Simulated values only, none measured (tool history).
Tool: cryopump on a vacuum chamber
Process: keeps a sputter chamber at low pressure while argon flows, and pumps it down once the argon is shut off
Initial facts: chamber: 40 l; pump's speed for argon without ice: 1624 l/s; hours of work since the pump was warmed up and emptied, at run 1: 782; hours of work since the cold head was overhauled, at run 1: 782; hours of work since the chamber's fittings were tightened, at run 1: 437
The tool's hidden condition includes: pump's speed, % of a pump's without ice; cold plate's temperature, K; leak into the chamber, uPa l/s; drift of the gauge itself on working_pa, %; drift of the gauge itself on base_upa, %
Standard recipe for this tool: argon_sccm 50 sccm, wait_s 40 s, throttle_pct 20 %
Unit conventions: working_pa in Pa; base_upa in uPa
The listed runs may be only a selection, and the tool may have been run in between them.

run	day	argon_sccm	wait_s	throttle_pct	hours of work since the pump was warmed up and emptied	hours of work since the cold head was overhauled	hours of work since the chamber's fittings were tightened	working_pa	base_upa
1	0	50	40	20	782	782	437	0.268	2.51
2	2.946	50	91	20	830	830	485	0.2671	1.5
3	6.2	42	91	20	882	882	538	0.2262	1.48
4	7.812	42	91	20	908	908	564	0.2257	1.54
5	9.967	42	91	20	943	943	599	0.2251	1.56
6	12.358	50	144	20	982	982	637	0.2696	1.33
# day 14.392: pump warmed up, emptied and cooled again
7	14.958	50	144	20	9	1021	676	0.2596	1.23
8	18.475	50	144	20	66	1078	733	0.2599	1.23
9	20.792	50	40	15	104	1116	771	0.3486	2.63
10	22.696	50	40	20	135	1147	802	0.2618	2.61
11	25.596	50	40	20	182	1194	849	0.2639	2.7
12	27.079	50	40	20	206	1218	873	0.2633	2.75
13	30.512	50	40	20	262	1274	929	0.2631	2.74
14	33.708	50	40	20	314	1325	981	0.2625	2.78
15	36.975	50	40	20	367	1378	1034	0.2649	2.88
16	40.275	22	40	20	420	1432	1087	0.1168	2.92
17	43.458	22	40	20	472	1484	1139	0.1163	3.01
18	45.971	85	40	20	513	1524	1180	0.4531	2.99
19	49.267	74	105	23	566	1578	1233	0.3447	1.97
20	52.804	87	117	18	623	1635	1291	0.5163	1.97
21	54.879	53	260	33	657	1669	1324	0.1747	1.67
22	57.883	39	114	34	706	1718	1373	0.1256	1.99
23	61.312	39	41	23	762	1773	1429	0.1827	3.2
24	64.579	39	41	23	815	1827	1482	0.1828	3.33
25	66.954	39	41	23	853	1865	1520	0.1851	3.38
26	69.562	55	114	19	895	1907	1563	0.3135	2.25
27	72.742	55	114	19	947	1959	1614	0.3142	2.35
28	75.55	26	40	32	993	2005	1660	0.0905	3.52
# day 77.029: pump warmed up, emptied and cooled again
29	78.942	57	20	20	31	2056	1711	0.2991	5.31
30	80.717	57	20	20	60	2085	1740	0.3	5.18
31	82.921	57	20	20	96	2121	1776	0.3	5.32
32	85.929	57	20	20	144	2170	1825	0.3013	5.27
33	89.417	57	20	20	201	2226	1882	0.2991	5.37

Below, some changes in working_pa between adjacent runs. For each, the amount present without the hidden state too (settings, incoming material, random variation) and the amount remaining for the hidden state with gauge scatter not shared by both compared results:
Run 6 -> 7: pump warmed up, emptied and cooled again. working_pa -0.01 Pa: hidden state -0.0089, all else -0.0011.
Run 17 -> 18: argon_sccm 22 -> 85. working_pa +0.3368 Pa: hidden state +0.0078, all else +0.329.
Run 20 -> 21: argon_sccm 87 -> 53, wait_s 117 -> 260, throttle_pct 18 -> 33. working_pa -0.3416 Pa: hidden state -0.0044, all else -0.3372.
Run 27 -> 28: argon_sccm 55 -> 26, wait_s 114 -> 40, throttle_pct 19 -> 32. working_pa -0.2237 Pa: hidden state -0.0061, all else -0.2176.

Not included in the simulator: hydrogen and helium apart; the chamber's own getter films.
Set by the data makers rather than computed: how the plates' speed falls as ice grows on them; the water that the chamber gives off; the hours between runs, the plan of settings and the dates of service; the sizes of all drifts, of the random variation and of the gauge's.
